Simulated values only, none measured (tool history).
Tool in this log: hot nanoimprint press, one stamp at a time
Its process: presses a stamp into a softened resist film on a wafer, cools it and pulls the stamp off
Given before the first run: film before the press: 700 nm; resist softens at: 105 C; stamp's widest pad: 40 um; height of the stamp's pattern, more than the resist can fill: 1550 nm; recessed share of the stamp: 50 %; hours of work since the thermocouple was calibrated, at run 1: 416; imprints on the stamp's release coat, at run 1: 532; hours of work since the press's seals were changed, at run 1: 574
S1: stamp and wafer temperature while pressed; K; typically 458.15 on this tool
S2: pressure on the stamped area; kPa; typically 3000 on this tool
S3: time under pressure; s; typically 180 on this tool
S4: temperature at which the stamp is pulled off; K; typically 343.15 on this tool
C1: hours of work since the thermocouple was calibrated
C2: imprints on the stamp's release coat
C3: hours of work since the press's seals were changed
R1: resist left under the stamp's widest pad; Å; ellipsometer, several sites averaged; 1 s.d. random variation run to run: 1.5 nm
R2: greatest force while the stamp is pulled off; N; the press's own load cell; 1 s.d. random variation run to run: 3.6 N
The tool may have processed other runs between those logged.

| run | day | S1 | S2 | S3 | S4 | C1 | C2 | C3 | R1 | R2 |
|---|---|---|---|---|---|---|---|---|---|---|
| 1 | 0.000 | 458.15 | 3000 | 180 | 343.15 | 416 | 532 | 574 | 3581 | 210 |
|  | 0.433 | plate thermocouple calibrated |
|  | 1.092 | press's hydraulic seals changed and the load cell set to zero |
| 2 | 2.517 | 458.15 | 3000 | 180 | 343.15 | 32 | 731 | 26 | 3372 | 211 |
|  | 3.850 | stamp cleaned and given a new release coat |
| 3 | 4.608 | 458.15 | 3000 | 180 | 343.15 | 66 | 74 | 60 | 3418 | 179 |
| 4 | 6.679 | 458.15 | 3000 | 180 | 343.15 | 105 | 275 | 99 | 3414 | 192 |
| 5 | 8.858 | 458.15 | 3000 | 180 | 343.15 | 145 | 486 | 139 | 3430 | 203 |
| 6 | 10.167 | 458.15 | 3000 | 180 | 343.15 | 169 | 613 | 163 | 3444 | 204 |
|  | 12.729 | stamp cleaned and given a new release coat |
| 7 | 12.750 | 458.15 | 3000 | 180 | 336.15 | 213 | 2 | 207 | 3446 | 194 |
| 8 | 14.867 | 458.15 | 3000 | 180 | 336.15 | 252 | 208 | 246 | 3459 | 212 |
| 9 | 17.000 | 458.15 | 3000 | 180 | 336.15 | 291 | 414 | 285 | 3476 | 224 |
| 10 | 19.225 | 458.15 | 3000 | 180 | 343.15 | 333 | 630 | 327 | 3504 | 217 |

Run 11 is up next; what results do you expect?
| 11 | 20.762 | 454.15 | 3160 | 314 | 350.15 | 361 | 779 | 355 | ? | ? |

{"run 11": {"R1": 3350, "R2": 197}}
Minus the tool's unlogged condition, the same run would have read R1 3270 Å, R2 155 N.

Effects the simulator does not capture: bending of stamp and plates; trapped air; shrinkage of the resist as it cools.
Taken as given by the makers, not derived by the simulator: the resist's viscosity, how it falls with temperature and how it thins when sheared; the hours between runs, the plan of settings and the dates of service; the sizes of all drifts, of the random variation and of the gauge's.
